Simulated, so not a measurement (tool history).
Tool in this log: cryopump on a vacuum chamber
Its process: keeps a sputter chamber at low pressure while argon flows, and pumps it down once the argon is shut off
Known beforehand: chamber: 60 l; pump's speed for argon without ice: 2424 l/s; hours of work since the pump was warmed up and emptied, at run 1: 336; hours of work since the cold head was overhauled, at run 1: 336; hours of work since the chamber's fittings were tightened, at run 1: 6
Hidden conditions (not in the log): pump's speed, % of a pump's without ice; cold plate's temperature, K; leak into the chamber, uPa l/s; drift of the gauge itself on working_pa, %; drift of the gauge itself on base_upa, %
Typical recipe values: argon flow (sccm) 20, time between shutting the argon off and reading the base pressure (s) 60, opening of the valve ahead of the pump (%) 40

| run | hour | argon flow (sccm) | time between shutting the argon off and reading the base pressure (s) | opening of the valve ahead of the pump (%) | hours of work since the pump was warmed up and emptied | hours of work since the cold head was overhauled | hours of work since the chamber's fittings were tightened | pressure while argon flows (Pa) | pressure after the wait (uPa) |
|---|---|---|---|---|---|---|---|---|---|
| 1 | 0.0 | 20 | 60 | 40 | 336 | 336 | 6 | 0.0380 | 0.68 |
| 2 | 8.9 | 20 | 60 | 40 | 342 | 342 | 11 | 0.0382 | 0.67 |
| 3 | 20.5 | 20 | 60 | 40 | 349 | 349 | 18 | 0.0388 | 0.65 |
| 4 | 37.4 | 20 | 60 | 40 | 359 | 359 | 29 | 0.0377 | 0.71 |
| 5 | 47.3 | 20 | 60 | 40 | 365 | 365 | 35 | 0.0384 | 0.68 |
| 6 | 64.1 | 20 | 21 | 40 | 376 | 376 | 45 | 0.0382 | 1.57 |
| 7 | 72.5 | 8 | 21 | 40 | 381 | 381 | 51 | 0.0154 | 1.56 |
| 8 | 83.9 | 8 | 21 | 40 | 388 | 388 | 58 | 0.0156 | 1.55 |
| 9 | 92.4 | 8 | 21 | 40 | 394 | 394 | 63 | 0.0158 | 1.63 |
| 10 | 109.4 | 8 | 21 | 40 | 404 | 404 | 74 | 0.0157 | 1.60 |
| 11 | 117.7 | 8 | 21 | 40 | 409 | 409 | 79 | 0.0147 | 1.63 |
| 12 | 131.8 | 8 | 21 | 40 | 418 | 418 | 87 | 0.0150 | 1.62 |
| 13 | 141.5 | 8 | 21 | 40 | 424 | 424 | 93 | 0.0157 | 1.65 |
| 14 | 151.2 | 8 | 21 | 40 | 430 | 430 | 100 | 0.0167 | 1.65 |
| 15 | 166.8 | 20 | 60 | 40 | 440 | 440 | 109 | 0.0396 | 0.75 |
| 16 | 179.7 | 20 | 60 | 40 | 448 | 448 | 117 | 0.0390 | 0.81 |
| 17 | 187.2 | 20 | 60 | 40 | 452 | 452 | 122 | 0.0379 | 0.75 |
| 18 | 201.7 | 23 | 52 | 28 | 461 | 461 | 131 | 0.0627 | 0.83 |
| 19 | 210.8 | 32 | 254 | 28 | 467 | 467 | 137 | 0.0863 | 0.40 |
| 20 | 223.3 | 32 | 254 | 28 | 475 | 475 | 144 | 0.0877 | 0.42 |
|  | 231.1 | pump warmed up, emptied and cooled again |
| 21 | 242.3 | 19 | 116 | 55 | 7 | 483 | 153 | 0.0233 | 0.50 |
| 22 | 259.5 | 34 | 140 | 40 | 18 | 494 | 164 | 0.0597 | 0.44 |
| 23 | 270.3 | 8 | 135 | 43 | 24 | 501 | 170 | 0.0130 | 0.46 |
| 24 | 278.7 | 16 | 264 | 40 | 30 | 506 | 176 | 0.0284 | 0.37 |
| 25 | 292.2 | 35 | 60 | 40 | 38 | 515 | 184 | 0.0612 | 0.74 |
| 26 | 301.2 | 11 | 52 | 46 | 43 | 520 | 190 | 0.0166 | 0.81 |
| 27 | 315.6 | 8 | 60 | 16 | 52 | 529 | 198 | 0.0347 | 0.75 |
| 28 | 325.0 | 30 | 60 | 16 | 58 | 535 | 204 | 0.1314 | 0.77 |
| 29 | 340.3 | 22 | 60 | 42 | 68 | 544 | 214 | 0.0374 | 0.74 |
| 30 | 356.8 | 31 | 27 | 21 | 78 | 555 | 224 | 0.1042 | 1.33 |
| 31 | 374.4 | 21 | 30 | 17 | 89 | 566 | 235 | 0.0869 | 1.22 |
| 32 | 391.3 | 21 | 30 | 17 | 99 | 576 | 245 | 0.0872 | 1.30 |
| 33 | 403.3 | 11 | 87 | 30 | 107 | 584 | 253 | 0.0256 | 0.61 |

Here are 3 independent what-if runs from the current tool condition. What would each one return?
| A | 416.8 | 30 | 87 | 30 | 115 | 592 | 261 | ? | ? |
| B | 416.8 | 20 | 60 | 36 | 115 | 592 | 261 | ? | ? |
| C | 416.8 | 11 | 38 | 44 | 115 | 592 | 261 | ? | ? |

| run | pressure while argon flows (Pa) | pressure after the wait (uPa) |
|---|---|---|
| A | 0.0710 | 0.65 |
| B | 0.0395 | 0.81 |
| C | 0.0189 | 1.08 |
With the hidden condition removed and each run's random variation left untouched, the same runs would have given:
| run | pressure while argon flows (Pa) | pressure after the wait (uPa) |
|---|---|---|
| A | 0.0693 | 0.46 |
| B | 0.0384 | 0.62 |
| C | 0.0182 | 0.89 |
